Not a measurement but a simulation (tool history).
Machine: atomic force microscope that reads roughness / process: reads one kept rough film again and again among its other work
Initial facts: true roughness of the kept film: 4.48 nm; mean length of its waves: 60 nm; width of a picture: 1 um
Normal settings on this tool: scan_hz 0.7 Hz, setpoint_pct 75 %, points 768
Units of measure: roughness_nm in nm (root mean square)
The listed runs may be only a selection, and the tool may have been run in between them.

Run 1, hour 0: usual settings. Result: roughness_nm 4.013 nm (root mean square).
Run 2, hour 5.9: usual settings. Result: roughness_nm 3.975 nm (root mean square).
Run 3, hour 10.9: usual settings. Result: roughness_nm 3.995 nm (root mean square).
Run 4, hour 16.5: usual settings. Result: roughness_nm 3.976 nm (root mean square).
Run 5, hour 25.9: usual settings. Result: roughness_nm 3.925 nm (root mean square).
Run 6, hour 30.9: usual settings. Result: roughness_nm 3.949 nm (root mean square).
Run 7, hour 38.3: usual settings. Result: roughness_nm 3.939 nm (root mean square).
Run 8, hour 43.7: usual settings. Result: roughness_nm 3.902 nm (root mean square).
Run 9, hour 52.1: usual settings. Result: roughness_nm 3.875 nm (root mean square).
Run 10, hour 57.7: usual settings. Result: roughness_nm 3.908 nm (root mean square).
Run 11, hour 68: usual settings. Result: roughness_nm 3.875 nm (root mean square).
Run 12, hour 72.3: usual settings but setpoint_pct 74 %. Result: roughness_nm 3.833 nm (root mean square).
Run 13, hour 81.9: usual settings. Result: roughness_nm 3.825 nm (root mean square).
Run 14, hour 91.3: usual settings but scan_hz 0.772 Hz. Result: roughness_nm 3.817 nm (root mean square).
Run 15, hour 100.1: usual settings. Result: roughness_nm 3.805 nm (root mean square).
Run 16, hour 106.1: usual settings. Result: roughness_nm 3.8 nm (root mean square).
Run 17, hour 111.8: usual settings. Result: roughness_nm 3.778 nm (root mean square).
Run 18, hour 116.1: usual settings. Result: roughness_nm 3.76 nm (root mean square).
Run 19, hour 120.8: usual settings. Result: roughness_nm 3.742 nm (root mean square).
Run 20, hour 129.8: usual settings but scan_hz 1.343 Hz, setpoint_pct 56 %. Result: roughness_nm 3.737 nm (root mean square).
Run 21, hour 135.5: usual settings but scan_hz 1.343 Hz, setpoint_pct 56 %. Result: roughness_nm 3.769 nm (root mean square).
Run 22, hour 139.8: usual settings but scan_hz 1.343 Hz, setpoint_pct 56 %. Result: roughness_nm 3.727 nm (root mean square).
At hour 141: new tip fitted.
Run 23, hour 149.7: usual settings but scan_hz 2.522 Hz, setpoint_pct 73 %, points 740. Result: roughness_nm 3.963 nm (root mean square).
Run 24, hour 157.4: usual settings but setpoint_pct 84 %, points 871. Result: roughness_nm 4.081 nm (root mean square).
At hour 158.9: height scale calibrated on a step standard.
Run 25, hour 162.9: usual settings but scan_hz 0.895 Hz, setpoint_pct 84 %, points 555. Result: roughness_nm 4.038 nm (root mean square).
Run 26, hour 170.8: usual settings but scan_hz 0.895 Hz, setpoint_pct 84 %, points 555. Result: roughness_nm 4.024 nm (root mean square).
Run 27, hour 177.2: usual settings but scan_hz 0.969 Hz. Result: roughness_nm 4.029 nm (root mean square).
Run 28, hour 182.5: usual settings but scan_hz 2.7 Hz, setpoint_pct 62 %. Result: roughness_nm 3.967 nm (root mean square).
Run 29, hour 189.3: usual settings but setpoint_pct 68 %, points 322. Result: roughness_nm 4.075 nm (root mean square).
Run 30, hour 199.1: usual settings but scan_hz 0.607 Hz, setpoint_pct 58 %, points 292. Result: roughness_nm 4.063 nm (root mean square).
At hour 203.3: height scale calibrated on a step standard, once more.
Run 31, hour 205.4: usual settings but scan_hz 2.931 Hz, setpoint_pct 77 %, points 292. Result: roughness_nm 3.722 nm (root mean square).
Run 32, hour 215.2: usual settings but scan_hz 2.931 Hz, setpoint_pct 77 %, points 292. Result: roughness_nm 3.676 nm (root mean square).
Run 33, hour 224: usual settings but scan_hz 2.931 Hz, setpoint_pct 77 %, points 292. Result: roughness_nm 3.651 nm (root mean square).
Run 34, hour 229.1: usual settings but scan_hz 2.931 Hz, setpoint_pct 77 %, points 292. Result: roughness_nm 3.666 nm (root mean square).
Run 35, hour 235.3: usual settings but scan_hz 2.931 Hz, setpoint_pct 77 %, points 292. Result: roughness_nm 3.607 nm (root mean square).
Run 36, hour 245.2: usual settings but setpoint_pct 56 %, points 304. Result: roughness_nm 4.032 nm (root mean square).
Run 37, hour 252.4: usual settings but scan_hz 1.844 Hz, points 814. Result: roughness_nm 3.767 nm (root mean square).
Run 38, hour 257.6: usual settings but scan_hz 3.001 Hz, setpoint_pct 67 %, points 756. Result: roughness_nm 3.788 nm (root mean square).

Some steps in roughness_nm between neighbouring runs. How much of each would the tool show without its hidden state too (settings, what came in, random variation), and how much is left for the hidden state, with any gauge scatter that isn't in both results?
Hidden state present: radius of the tip, nm; height scale over the true one, %; drift of the gauge itself on roughness_nm, %.
Run 22 -> 23: scan_hz 1.343 -> 2.522, setpoint_pct 56 -> 73, points 768 -> 740, new tip fitted. roughness_nm +0.236 nm (root mean square): hidden state +0.472, all else -0.236.
Run 30 -> 31: scan_hz 0.607 -> 2.931, setpoint_pct 58 -> 77, height scale calibrated on a step standard, once more. roughness_nm -0.341 nm (root mean square): hidden state +0.039, all else -0.38.
Run 35 -> 36: scan_hz 2.931 -> 0.7, setpoint_pct 77 -> 56, points 292 -> 304. roughness_nm +0.425 nm (root mean square): hidden state -0.05, all else +0.475.
Run 36 -> 37: scan_hz 0.7 -> 1.844, setpoint_pct 56 -> 75, points 304 -> 814. roughness_nm -0.265 nm (root mean square): hidden state -0.001, all else -0.264.
